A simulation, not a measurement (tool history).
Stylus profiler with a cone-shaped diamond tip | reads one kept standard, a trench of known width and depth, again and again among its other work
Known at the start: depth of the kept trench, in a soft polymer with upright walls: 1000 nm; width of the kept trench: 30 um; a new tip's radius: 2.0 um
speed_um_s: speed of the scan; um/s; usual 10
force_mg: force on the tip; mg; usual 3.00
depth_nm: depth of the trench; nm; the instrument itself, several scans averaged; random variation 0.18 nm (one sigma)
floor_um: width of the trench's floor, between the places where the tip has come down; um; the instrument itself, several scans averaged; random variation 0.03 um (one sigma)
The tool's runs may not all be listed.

{"run": 1, "hour": 0.0, "speed_um_s": 10, "force_mg": 3.0, "depth_nm": 1020.19, "floor_um": 25.61}
{"run": 2, "hour": 59.6, "speed_um_s": 10, "force_mg": 2.42, "depth_nm": 1017.66, "floor_um": 25.53}
{"run": 3, "hour": 138.7, "speed_um_s": 10, "force_mg": 2.42, "depth_nm": 1018.18, "floor_um": 25.43}
{"run": 4, "hour": 185.4, "speed_um_s": 10, "force_mg": 2.42, "depth_nm": 1018.28, "floor_um": 25.37}
{"run": 5, "hour": 267.0, "speed_um_s": 10, "force_mg": 2.42, "depth_nm": 1018.74, "floor_um": 25.24}
{"run": 6, "hour": 331.1, "speed_um_s": 10, "force_mg": 2.42, "depth_nm": 1018.45, "floor_um": 25.14}
{"run": 7, "hour": 412.3, "speed_um_s": 10, "force_mg": 2.42, "depth_nm": 1019.09, "floor_um": 25.13}
{"run": 8, "hour": 474.4, "speed_um_s": 9, "force_mg": 3.0, "depth_nm": 1021.59, "floor_um": 25.02}
{"run": 9, "hour": 530.3, "speed_um_s": 9, "force_mg": 3.0, "depth_nm": 1021.93, "floor_um": 24.98}
{"run": 10, "hour": 612.2, "speed_um_s": 10, "force_mg": 3.34, "depth_nm": 1023.13, "floor_um": 24.78}
{"run": 11, "hour": 694.6, "speed_um_s": 10, "force_mg": 4.05, "depth_nm": 1026.26, "floor_um": 24.76}
{"run": 12, "hour": 772.9, "speed_um_s": 10, "force_mg": 4.05, "depth_nm": 1026.73, "floor_um": 24.72}
{"run": 13, "hour": 825.3, "speed_um_s": 10, "force_mg": 4.05, "depth_nm": 1027.01, "floor_um": 24.64}
{"run": 14, "hour": 893.8, "speed_um_s": 19, "force_mg": 4.05, "depth_nm": 1026.97, "floor_um": 24.52}
{"run": 15, "hour": 979.8, "speed_um_s": 9, "force_mg": 3.0, "depth_nm": 1023.22, "floor_um": 24.44}
{"hour": 987.6, "done": "height scale calibrated on a step standard"}
{"run": 16, "hour": 1041.2, "speed_um_s": 19, "force_mg": 2.7, "depth_nm": 1017.74, "floor_um": 24.37}
{"run": 17, "hour": 1088.9, "speed_um_s": 19, "force_mg": 2.7, "depth_nm": 1017.86, "floor_um": 24.3}
{"run": 18, "hour": 1133.6, "speed_um_s": 2, "force_mg": 6.83, "depth_nm": 1032.81, "floor_um": 24.3}
{"run": 19, "hour": 1199.7, "speed_um_s": 15, "force_mg": 2.0, "depth_nm": 1015.19, "floor_um": 24.21}
{"run": 20, "hour": 1241.1, "speed_um_s": 38, "force_mg": 2.0, "depth_nm": 1014.85, "floor_um": 23.97}
{"run": 21, "hour": 1300.2, "speed_um_s": 10, "force_mg": 3.53, "depth_nm": 1021.8, "floor_um": 24.15}
{"run": 22, "hour": 1383.8, "speed_um_s": 10, "force_mg": 3.53, "depth_nm": 1022.72, "floor_um": 23.99}
{"run": 23, "hour": 1427.0, "speed_um_s": 10, "force_mg": 3.53, "depth_nm": 1022.1, "floor_um": 23.93}
{"run": 24, "hour": 1471.5, "speed_um_s": 9, "force_mg": 3.04, "depth_nm": 1020.18, "floor_um": 23.95}
{"run": 25, "hour": 1521.3, "speed_um_s": 9, "force_mg": 3.04, "depth_nm": 1020.43, "floor_um": 23.93}
{"run": 26, "hour": 1560.6, "speed_um_s": 7, "force_mg": 4.46, "depth_nm": 1026.11, "floor_um": 23.91}
{"run": 27, "hour": 1604.7, "speed_um_s": 3, "force_mg": 3.0, "depth_nm": 1020.58, "floor_um": 23.85}
{"run": 28, "hour": 1662.0, "speed_um_s": 4, "force_mg": 2.17, "depth_nm": 1017.2, "floor_um": 23.85}
{"run": 29, "hour": 1736.9, "speed_um_s": 4, "force_mg": 4.71, "depth_nm": 1027.51, "floor_um": 23.69}

Forecast each of these 5 alternatives for the next run:
{"run": "A", "hour": 1816.2, "speed_um_s": 4, "force_mg": 3.12, "depth_nm": "?", "floor_um": "?"}
{"run": "B", "hour": 1816.2, "speed_um_s": 6, "force_mg": 2.31, "depth_nm": "?", "floor_um": "?"}
{"run": "C", "hour": 1816.2, "speed_um_s": 18, "force_mg": 2.28, "depth_nm": "?", "floor_um": "?"}
{"run": "D", "hour": 1816.2, "speed_um_s": 9, "force_mg": 4.71, "depth_nm": "?", "floor_um": "?"}
{"run": "E", "hour": 1816.2, "speed_um_s": 2, "force_mg": 2.06, "depth_nm": "?", "floor_um": "?"}

run=A depth_nm=1021.49 floor_um=23.61
run=B depth_nm=1018.29 floor_um=23.60
run=C depth_nm=1017.61 floor_um=23.54
run=D depth_nm=1027.57 floor_um=23.59
run=E depth_nm=1016.92 floor_um=23.67
Without the tool's hidden state the same runs would have given:
run=A depth_nm=1018.90 floor_um=26.49
run=B depth_nm=1015.70 floor_um=26.47
run=C depth_nm=1015.02 floor_um=26.41
run=D depth_nm=1024.96 floor_um=26.47
run=E depth_nm=1014.34 floor_um=26.55

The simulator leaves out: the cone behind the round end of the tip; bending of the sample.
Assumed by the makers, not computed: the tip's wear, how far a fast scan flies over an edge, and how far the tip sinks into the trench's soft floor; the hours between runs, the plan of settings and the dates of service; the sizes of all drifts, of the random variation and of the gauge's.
